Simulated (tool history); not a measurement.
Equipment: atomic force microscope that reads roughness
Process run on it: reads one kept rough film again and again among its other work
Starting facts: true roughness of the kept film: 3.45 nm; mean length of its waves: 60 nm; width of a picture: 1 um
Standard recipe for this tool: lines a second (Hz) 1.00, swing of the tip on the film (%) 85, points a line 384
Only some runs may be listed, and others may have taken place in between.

| run | hour | lines a second (Hz) | swing of the tip on the film (%) | points a line | roughness of the kept film (nm (root mean square)) |
|---|---|---|---|---|---|
| 1 | 0.0 | 1.00 | 85 | 384 | 3.026 |
| 2 | 40.2 | 1.00 | 85 | 662 | 3.013 |
| 3 | 72.6 | 1.00 | 85 | 662 | 3.037 |
| 4 | 113.7 | 1.00 | 85 | 662 | 3.003 |
|  | 155.3 | new tip fitted |
| 5 | 167.6 | 1.00 | 85 | 384 | 3.032 |
| 6 | 215.2 | 1.00 | 85 | 384 | 3.008 |
| 7 | 249.8 | 1.00 | 85 | 626 | 3.040 |
| 8 | 285.2 | 1.00 | 62 | 384 | 3.259 |
| 9 | 343.1 | 2.81 | 62 | 384 | 3.097 |
| 10 | 384.6 | 2.81 | 62 | 384 | 3.070 |
|  | 403.4 | new tip fitted |
| 11 | 438.4 | 2.81 | 62 | 384 | 3.094 |
| 12 | 479.9 | 2.81 | 85 | 384 | 2.536 |
| 13 | 507.7 | 2.81 | 85 | 384 | 2.510 |
| 14 | 570.3 | 1.00 | 85 | 384 | 2.989 |
| 15 | 614.5 | 1.00 | 85 | 384 | 3.035 |
|  | 649.3 | new tip fitted |
| 16 | 676.1 | 1.00 | 85 | 384 | 3.002 |
| 17 | 712.3 | 1.00 | 85 | 384 | 3.006 |
| 18 | 775.6 | 1.00 | 87 | 384 | 2.986 |
| 19 | 822.6 | 1.00 | 87 | 384 | 2.985 |
| 20 | 857.2 | 1.00 | 82 | 384 | 3.037 |
|  | 895.8 | new tip fitted |
| 21 | 895.8 | 1.00 | 82 | 384 | 3.083 |
| 22 | 945.0 | 1.00 | 82 | 384 | 3.047 |
| 23 | 1000.9 | 1.30 | 85 | 384 | 2.943 |

What will run 24 give?
| 24 | 1053.7 | 1.30 | 85 | 384 | ? |

{"run 24": {"roughness of the kept film (nm (root mean square))": 2.908}}
Were there no unlogged condition in the tool, this run, its random variation unchanged, would have produced roughness of the kept film (nm (root mean square)) 2.912.
